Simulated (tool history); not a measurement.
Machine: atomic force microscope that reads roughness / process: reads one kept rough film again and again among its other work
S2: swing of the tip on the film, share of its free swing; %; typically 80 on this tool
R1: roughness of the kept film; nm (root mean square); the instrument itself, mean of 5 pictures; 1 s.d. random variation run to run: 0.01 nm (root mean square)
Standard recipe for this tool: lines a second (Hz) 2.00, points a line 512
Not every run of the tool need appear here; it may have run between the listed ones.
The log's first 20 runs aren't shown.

run 21 hour=226.3 | lines_a_second_(Hz)=2.00 S2=85 points_a_line=1016 | R1=2.247
run 22 hour=233.0 | lines_a_second_(Hz)=2.43 S2=69 points_a_line=834 | R1=2.355
run 23 hour=242.2 | lines_a_second_(Hz)=0.96 S2=80 points_a_line=776 | R1=2.378
run 24 hour=249.6 | lines_a_second_(Hz)=0.96 S2=80 points_a_line=372 | R1=2.388
run 25 hour=262.6 | lines_a_second_(Hz)=2.00 S2=89 points_a_line=670 | R1=2.138
run 26 hour=277.1 | lines_a_second_(Hz)=2.00 S2=89 points_a_line=670 | R1=2.139
run 27 hour=289.8 | lines_a_second_(Hz)=2.00 S2=89 points_a_line=670 | R1=2.125
run 28 hour=298.9 | lines_a_second_(Hz)=2.00 S2=89 points_a_line=670 | R1=2.133
-- hour=309.4 new tip fitted
run 29 hour=311.6 | lines_a_second_(Hz)=3.03 S2=80 points_a_line=850 | R1=2.227
run 30 hour=324.0 | lines_a_second_(Hz)=0.76 S2=65 points_a_line=699 | R1=2.504
run 31 hour=330.8 | lines_a_second_(Hz)=0.76 S2=65 points_a_line=599 | R1=2.483
run 32 hour=339.2 | lines_a_second_(Hz)=0.76 S2=65 points_a_line=599 | R1=2.487
run 33 hour=348.5 | lines_a_second_(Hz)=2.48 S2=68 points_a_line=512 | R1=2.375
run 34 hour=358.2 | lines_a_second_(Hz)=0.81 S2=68 points_a_line=512 | R1=2.448

5 options for the next run, each taken on its own from the tool as it stands now. Forecast them:
run A hour=364.7 | lines_a_second_(Hz)=1.88 S2=59 points_a_line=330 | R1=?
run B hour=364.7 | lines_a_second_(Hz)=3.71 S2=68 points_a_line=998 | R1=?
run C hour=364.7 | lines_a_second_(Hz)=0.81 S2=61 points_a_line=512 | R1=?
run D hour=364.7 | lines_a_second_(Hz)=2.00 S2=80 points_a_line=603 | R1=?
run E hour=364.7 | lines_a_second_(Hz)=0.55 S2=80 points_a_line=512 | R1=?

run=A R1=2.410
run=B R1=2.293
run=C R1=2.445
run=D R1=2.299
run=E R1=2.437
The same runs, with their run-to-run variation unchanged, on a tool lacking any hidden condition would have given:
run=A R1=2.471
run=B R1=2.351
run=C R1=2.507
run=D R1=2.356
run=E R1=2.498
